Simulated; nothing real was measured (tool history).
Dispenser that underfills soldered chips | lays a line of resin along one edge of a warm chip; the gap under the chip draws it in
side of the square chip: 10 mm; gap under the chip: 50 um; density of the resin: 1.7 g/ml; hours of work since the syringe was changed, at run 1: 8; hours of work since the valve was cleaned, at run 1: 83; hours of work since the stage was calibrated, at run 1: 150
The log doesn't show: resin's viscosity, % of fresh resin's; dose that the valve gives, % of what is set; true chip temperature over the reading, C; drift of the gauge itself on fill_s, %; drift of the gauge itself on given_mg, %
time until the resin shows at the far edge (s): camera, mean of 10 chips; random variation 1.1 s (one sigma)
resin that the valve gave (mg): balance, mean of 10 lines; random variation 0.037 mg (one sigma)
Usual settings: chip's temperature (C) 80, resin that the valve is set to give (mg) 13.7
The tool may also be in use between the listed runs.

| run | hour | chip's temperature (C) | resin that the valve is set to give (mg) | hours of work since the syringe was changed | hours of work since the valve was cleaned | hours of work since the stage was calibrated | time until the resin shows at the far edge (s) | resin that the valve gave (mg) |
|---|---|---|---|---|---|---|---|---|
| 1 | 0 | 80 | 13.7 | 8 | 83 | 150 | 223.8 | 13.17 |
| 2 | 3.5 | 74 | 13.7 | 11 | 86 | 153 | 393.2 | 13.19 |
|  | 4.6 | new syringe of resin |
| 3 | 6.5 | 80 | 13.7 | 2 | 88 | 155 | 125.1 | 13.15 |
| 4 | 10.6 | 80 | 13.7 | 5 | 91 | 159 | 168.8 | 13.04 |
| 5 | 15.3 | 80 | 13.7 | 8 | 95 | 162 | 234.5 | 13.11 |
| 6 | 18.1 | 80 | 13.7 | 11 | 97 | 165 | 288 | 13.07 |
|  | 19.1 | new syringe of resin |
| 7 | 20.9 | 80 | 13.7 | 1 | 99 | 167 | 124.2 | 13.04 |
| 8 | 25.8 | 80 | 13.7 | 5 | 103 | 170 | 177.7 | 13.05 |
| 9 | 29.4 | 80 | 13.7 | 8 | 106 | 173 | 227 | 13.05 |
|  | 33.6 | new syringe of resin |
| 10 | 34 | 94 | 13.7 | 0 | 110 | 177 | 56.6 | 12.93 |
| 11 | 39.2 | 94 | 13.7 | 4 | 114 | 181 | 81 | 12.97 |
| 12 | 42.2 | 94 | 13.7 | 7 | 116 | 183 | 100.5 | 12.98 |
| 13 | 46.4 | 88 | 13.7 | 10 | 119 | 187 | 180.1 | 13.01 |
|  | 48.1 | new syringe of resin |
| 14 | 50.7 | 88 | 13.7 | 2 | 123 | 190 | 87.9 | 12.94 |
|  | 54.9 | dispensing valve cleaned and set on the balance |
| 15 | 55 | 88 | 13.7 | 5 | 0 | 192 | 112.1 | 13.73 |
| 16 | 60.3 | 80 | 13.7 | 9 | 4 | 197 | 244.5 | 13.69 |
|  | 63.7 | new syringe of resin |
| 17 | 63.9 | 80 | 13.7 | 0 | 7 | 199 | 114.2 | 13.63 |
| 18 | 69.2 | 66 | 13.1 | 4 | 11 | 203 | 344.9 | 12.99 |
| 19 | 74.5 | 76 | 16.8 | 9 | 15 | 208 | 290.1 | 16.69 |
|  | 78.3 | new syringe of resin |
| 20 | 78.7 | 80 | 12.7 | 0 | 18 | 211 | 113.6 | 12.59 |
| 21 | 81.3 | 80 | 12.7 | 2 | 20 | 213 | 138.9 | 12.65 |
| 22 | 86.1 | 80 | 12.2 | 6 | 24 | 217 | 195.9 | 12.11 |
| 23 | 89 | 80 | 16 | 8 | 27 | 219 | 231.8 | 15.89 |
|  | 92.7 | new syringe of resin |
| 24 | 92.8 | 70 | 14 | 0 | 29 | 222 | 190.9 | 13.77 |
| 25 | 95.3 | 70 | 12.7 | 2 | 31 | 224 | 228.1 | 12.49 |
| 26 | 98 | 70 | 12.7 | 4 | 34 | 226 | 274.1 | 12.49 |
| 27 | 100.5 | 69 | 13.7 | 6 | 35 | 228 | 346.8 | 13.52 |
| 28 | 105.4 | 69 | 13.7 | 10 | 39 | 232 | 481.7 | 13.42 |
|  | 107.2 | new syringe of resin |
| 29 | 110 | 87 | 12.1 | 2 | 43 | 235 | 99 | 11.87 |
| 30 | 114.5 | 94 | 11.7 | 6 | 46 | 239 | 97.7 | 11.48 |
| 31 | 116.9 | 66 | 13.4 | 8 | 48 | 240 | 473.7 | 13.12 |
| 32 | 120.2 | 87 | 12.5 | 10 | 51 | 243 | 201.9 | 12.19 |
|  | 121.8 | new syringe of resin |
| 33 | 124.7 | 69 | 16.3 | 2 | 54 | 246 | 237.8 | 15.9 |
| 34 | 128.7 | 69 | 16.3 | 5 | 57 | 250 | 319.3 | 15.9 |

4 ways to go on from here, each from the tool as it stands after run 34. What would each give?
| A | 133.7 | 80 | 12.1 | 9 | 61 | 254 | ? | ? |
| B | 133.7 | 94 | 14.8 | 9 | 61 | 254 | ? | ? |
| C | 133.7 | 70 | 13.9 | 9 | 61 | 254 | ? | ? |
| D | 133.7 | 84 | 13.8 | 9 | 61 | 254 | ? | ? |

| run | time until the resin shows at the far edge (s) | resin that the valve gave (mg) |
|---|---|---|
| A | 267.9 | 11.74 |
| B | 126.2 | 14.42 |
| C | 433 | 13.5 |
| D | 209.8 | 13.36 |
Without the tool's hidden state the same runs would have given:
| run | time until the resin shows at the far edge (s) | resin that the valve gave (mg) |
|---|---|---|
| A | 112 | 12.07 |
| B | 53.2 | 14.82 |
| C | 181.3 | 13.88 |
| D | 88.1 | 13.73 |
